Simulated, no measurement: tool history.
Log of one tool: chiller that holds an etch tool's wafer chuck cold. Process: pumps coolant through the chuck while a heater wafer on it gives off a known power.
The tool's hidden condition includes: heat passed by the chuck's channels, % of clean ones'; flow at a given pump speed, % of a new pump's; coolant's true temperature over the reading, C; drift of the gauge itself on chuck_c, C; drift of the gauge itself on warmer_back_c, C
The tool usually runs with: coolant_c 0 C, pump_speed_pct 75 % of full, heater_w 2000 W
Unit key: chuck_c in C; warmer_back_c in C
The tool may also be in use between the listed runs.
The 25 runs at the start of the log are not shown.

run,day,coolant_c,pump_speed_pct,heater_w,hours since the coolant was changed and the channels were flushed,hours since the pump was overhauled,hours since the chiller's thermometer was calibrated,chuck_c,warmer_back_c
26,38.829,-6,68,2244,3384,180,2668,15.7,11.29
27,39.842,-6,68,2244,3408,204,2692,15.8,11.27
28,41.808,0,99,2204,3456,252,2740,15.9,7.56
29,43.821,0,99,2204,3504,300,2788,16.1,7.67
# day 45.033: coolant changed, channels flushed
30,45.192,0,99,2204,4,327,2815,14.1,7.65
31,46.683,0,60,1133,40,363,2850,11.3,6.48
32,47.688,0,84,1044,64,387,2875,8,4.28
33,49.408,0,84,1462,105,428,2916,11.2,6.01

3 options for the next run, each taken on its own from the tool as it stands now. Forecast them:
A,50.654,0,87,2000,135,458,2946,?,?
B,50.654,-8,81,1306,135,458,2946,?,?
C,50.654,2,84,1009,135,458,2946,?,?

run,chuck_c,warmer_back_c
A,14.5,8
B,2,5.54
C,9.9,4.15
Without the tool's unlogged condition, the same runs would have read:
run,chuck_c,warmer_back_c
A,13.3,7.84
B,0.9,5.42
C,9,4.06
